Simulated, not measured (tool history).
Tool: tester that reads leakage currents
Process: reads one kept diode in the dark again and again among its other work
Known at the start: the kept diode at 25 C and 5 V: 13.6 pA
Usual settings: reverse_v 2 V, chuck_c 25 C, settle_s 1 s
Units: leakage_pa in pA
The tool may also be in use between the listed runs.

run 1 day=0 | reverse_v=2 chuck_c=25 settle_s=1 | leakage_pa=9.61
run 2 day=1.133 | reverse_v=2 chuck_c=25 settle_s=1 | leakage_pa=9.6
run 3 day=2.321 | reverse_v=2 chuck_c=25 settle_s=1 | leakage_pa=9.67
run 4 day=3.704 | reverse_v=2 chuck_c=25 settle_s=1 | leakage_pa=9.71
run 5 day=5.358 | reverse_v=2 chuck_c=25 settle_s=1 | leakage_pa=9.6
run 6 day=7.517 | reverse_v=2 chuck_c=25 settle_s=1.3 | leakage_pa=9.53
run 7 day=9.017 | reverse_v=2 chuck_c=25 settle_s=1.3 | leakage_pa=9.56
run 8 day=10.75 | reverse_v=5.39 chuck_c=48 settle_s=1.32 | leakage_pa=75.69
-- day=11.017 probe card cleaned and baked
run 9 day=12.629 | reverse_v=3 chuck_c=37 settle_s=5.31 | leakage_pa=26.96
run 10 day=14.212 | reverse_v=3 chuck_c=37 settle_s=5.31 | leakage_pa=26.92
run 11 day=16.708 | reverse_v=3 chuck_c=23 settle_s=2.3 | leakage_pa=11.91
run 12 day=17.875 | reverse_v=3 chuck_c=23 settle_s=2.3 | leakage_pa=11.96
run 13 day=18.938 | reverse_v=5.3 chuck_c=24 settle_s=2.3 | leakage_pa=19.01
run 14 day=21.425 | reverse_v=4.51 chuck_c=50 settle_s=2.06 | leakage_pa=78.09

3 ways to go on from here, each from the tool as it stands after run 14. What would each give?
-- day=22.592 chuck's temperature calibrated
run A day=22.975 | reverse_v=3.42 chuck_c=25 settle_s=1 | leakage_pa=?
-- day=22.592 chuck's temperature calibrated
run B day=22.975 | reverse_v=4.51 chuck_c=48 settle_s=2.06 | leakage_pa=?
-- day=22.592 chuck's temperature calibrated
run C day=22.975 | reverse_v=10.25 chuck_c=32 settle_s=9.44 | leakage_pa=?

run=A leakage_pa=17.34
run=B leakage_pa=80.22
run=C leakage_pa=50.22
Without the tool's hidden state the same runs would have given:
run=A leakage_pa=12.25
run=B leakage_pa=72.21
run=C leakage_pa=35.02

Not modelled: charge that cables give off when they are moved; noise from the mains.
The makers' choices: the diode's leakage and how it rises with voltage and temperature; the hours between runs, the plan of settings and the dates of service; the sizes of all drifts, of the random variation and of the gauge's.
